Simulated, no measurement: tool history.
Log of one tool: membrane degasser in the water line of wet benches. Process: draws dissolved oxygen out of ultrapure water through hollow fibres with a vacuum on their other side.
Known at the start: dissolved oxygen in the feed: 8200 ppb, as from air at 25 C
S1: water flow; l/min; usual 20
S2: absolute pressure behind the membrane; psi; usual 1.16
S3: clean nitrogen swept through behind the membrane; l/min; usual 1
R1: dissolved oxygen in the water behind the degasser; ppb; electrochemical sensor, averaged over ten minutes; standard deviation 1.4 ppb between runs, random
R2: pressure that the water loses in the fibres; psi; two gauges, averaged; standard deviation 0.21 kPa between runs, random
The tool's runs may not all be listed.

{"run": 1, "hour": 0.0, "S1": 20, "S2": 1.16, "S3": 1, "R1": 211.5, "R2": 6.87}
{"run": 2, "hour": 162.9, "S1": 20, "S2": 1.16, "S3": 1, "R1": 210.8, "R2": 6.812}
{"run": 3, "hour": 382.1, "S1": 20, "S2": 1.16, "S3": 1, "R1": 211.2, "R2": 6.854}
{"run": 4, "hour": 500.4, "S1": 20, "S2": 1.16, "S3": 0.99, "R1": 217, "R2": 6.828}
{"run": 5, "hour": 725.0, "S1": 19, "S2": 1.16, "S3": 1, "R1": 201.2, "R2": 6.55}
{"run": 6, "hour": 862.1, "S1": 19, "S2": 1.16, "S3": 1, "R1": 202, "R2": 6.456}
{"run": 7, "hour": 1103.2, "S1": 19, "S2": 1.16, "S3": 1, "R1": 202.5, "R2": 6.466}
{"run": 8, "hour": 1300.1, "S1": 18, "S2": 1.16, "S3": 1, "R1": 192.3, "R2": 6.145}
{"run": 9, "hour": 1481.1, "S1": 18, "S2": 0.724, "S3": 1, "R1": 73.8, "R2": 6.151}
{"run": 10, "hour": 1618.8, "S1": 18, "S2": 0.724, "S3": 1, "R1": 73.2, "R2": 6.148}
{"hour": 1782.9, "done": "vacuum gauge calibrated"}
{"run": 11, "hour": 1893.3, "S1": 23, "S2": 1.16, "S3": 1, "R1": 243.5, "R2": 7.841}
{"run": 12, "hour": 2030.5, "S1": 20, "S2": 1.16, "S3": 1, "R1": 210.5, "R2": 6.886}
{"run": 13, "hour": 2171.7, "S1": 20, "S2": 1.16, "S3": 1, "R1": 213.2, "R2": 6.847}
{"run": 14, "hour": 2320.8, "S1": 20, "S2": 2.767, "S3": 1, "R1": 665.3, "R2": 6.873}
{"run": 15, "hour": 2469.8, "S1": 20, "S2": 2.767, "S3": 1, "R1": 662.3, "R2": 6.783}
{"run": 16, "hour": 2606.8, "S1": 20, "S2": 2.767, "S3": 1, "R1": 653.9, "R2": 6.811}
{"run": 17, "hour": 2739.6, "S1": 15, "S2": 1.092, "S3": 2.92, "R1": 54.7, "R2": 5.152}
{"run": 18, "hour": 2988.3, "S1": 20, "S2": 1.83, "S3": 1, "R1": 406.3, "R2": 6.883}
{"run": 19, "hour": 3196.3, "S1": 20, "S2": 1.83, "S3": 1, "R1": 405.3, "R2": 6.817}
{"run": 20, "hour": 3444.3, "S1": 16, "S2": 1.739, "S3": 1, "R1": 312.2, "R2": 5.484}
{"run": 21, "hour": 3713.8, "S1": 16, "S2": 1.739, "S3": 1, "R1": 310.8, "R2": 5.461}
{"run": 22, "hour": 3899.2, "S1": 20, "S2": 1.16, "S3": 2.62, "R1": 90.1, "R2": 6.881}
{"run": 23, "hour": 4089.4, "S1": 20, "S2": 1.16, "S3": 1.05, "R1": 202.2, "R2": 6.839}
{"run": 24, "hour": 4325.2, "S1": 15, "S2": 2.48, "S3": 0.52, "R1": 779.1, "R2": 5.192}
{"run": 25, "hour": 4545.6, "S1": 31, "S2": 1.561, "S3": 1.79, "R1": 319.5, "R2": 10.646}
{"run": 26, "hour": 4741.2, "S1": 13, "S2": 1.008, "S3": 0.54, "R1": 194.5, "R2": 4.48}
{"run": 27, "hour": 4852.9, "S1": 20, "S2": 0.983, "S3": 1.77, "R1": 97.1, "R2": 6.892}
{"run": 28, "hour": 5076.4, "S1": 20, "S2": 2.814, "S3": 1.13, "R1": 603.8, "R2": 6.802}
{"run": 29, "hour": 5228.6, "S1": 13, "S2": 1.456, "S3": 1.14, "R1": 178.7, "R2": 4.421}

Alternative continuations, all from the tool just after run 29; predict every row:
{"run": "A", "hour": 5393.0, "S1": 17, "S2": 0.976, "S3": 1, "R1": "?", "R2": "?"}
{"run": "B", "hour": 5393.0, "S1": 20, "S2": 0.972, "S3": 1.2, "R1": "?", "R2": "?"}
{"run": "C", "hour": 5393.0, "S1": 23, "S2": 2.205, "S3": 1, "R1": "?", "R2": "?"}
{"run": "D", "hour": 5393.0, "S1": 22, "S2": 1.015, "S3": 1, "R1": "?", "R2": "?"}

run=A R1=137.1 R2=5.833
run=B R1=134.4 R2=6.841
run=C R1=575 R2=7.861
run=D R1=185.3 R2=7.538
The same runs, with their run-to-run variation unchanged, on a tool lacking any hidden condition would have given:
run=A R1=137 R2=5.825
run=B R1=134.3 R2=6.833
run=C R1=574.7 R2=7.849
run=D R1=185.1 R2=7.527
